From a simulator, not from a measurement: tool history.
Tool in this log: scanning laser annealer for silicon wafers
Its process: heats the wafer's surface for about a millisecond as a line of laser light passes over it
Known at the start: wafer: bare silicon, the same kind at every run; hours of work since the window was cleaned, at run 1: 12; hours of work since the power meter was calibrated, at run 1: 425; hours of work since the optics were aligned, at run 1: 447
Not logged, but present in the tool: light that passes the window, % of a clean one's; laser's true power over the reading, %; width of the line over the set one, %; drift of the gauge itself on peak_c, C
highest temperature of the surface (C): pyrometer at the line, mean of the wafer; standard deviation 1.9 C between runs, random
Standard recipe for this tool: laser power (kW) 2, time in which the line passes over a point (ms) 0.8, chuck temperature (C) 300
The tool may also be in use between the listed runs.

run	hour	laser power (kW)	time in which the line passes over a point (ms)	chuck temperature (C)	hours of work since the window was cleaned	hours of work since the power meter was calibrated	hours of work since the optics were aligned	highest temperature of the surface (C)
1	0	2	0.8	300	12	425	447	1130
2	15.4	2	0.8	301	22	436	458	1129
3	31.5	2	0.664	301	34	447	469	1052
4	42.1	2	0.645	300	41	455	476	1036
5	59.2	2	0.86	300	53	467	488	1156
6	74.4	2	0.86	300	64	477	499	1159
# hour 80.9: optics aligned, line set to its width
7	95.1	2	0.902	300	75	488	10	1178
8	110.7	2	0.757	300	86	499	21	1101
9	121.8	2	0.757	300	93	507	29	1100
10	132.3	2	0.757	300	101	514	36	1098
11	140.3	1.706	0.8	322	106	520	42	1031
# hour 150.8: optics aligned, line set to its width, once more
12	153.4	1.706	0.8	322	112	526	2	1038
13	161.5	1.706	0.8	322	118	531	7	1037
14	171.1	1.717	0.822	335	124	538	14	1066
15	188.5	2.05	0.665	300	136	550	26	1066
16	196	2	0.8	287	142	555	32	1117
17	211.3	2	0.8	287	152	566	42	1115
18	226.3	2.187	0.99	260	163	577	53	1269
19	240.1	2.187	0.99	260	172	586	62	1270
20	251.6	2.187	0.99	260	181	594	70	1268

Pick out some run-to-run changes in highest temperature of the surface (C). Of each, how much would a tool without hidden state show as well, from the settings, what came in and chance, and how much is left for the hidden state and any gauge scatter not in both results compared?
Run 4 -> 5: time in which the line passes over a point (ms) 0.645 -> 0.86. highest temperature of the surface (C) +120: hidden state -1, all else +121.
Run 6 -> 7: time in which the line passes over a point (ms) 0.86 -> 0.902, optics aligned, line set to its width. highest temperature of the surface (C) +19: hidden state -4, all else +23.
Run 11 -> 12: optics aligned, line set to its width, once more. highest temperature of the surface (C) +7: hidden state +5, all else +2.
Run 17 -> 18: laser power (kW) 2 -> 2.187, time in which the line passes over a point (ms) 0.8 -> 0.99, chuck temperature (C) 287 -> 260. highest temperature of the surface (C) +154: hidden state -2, all else +156.
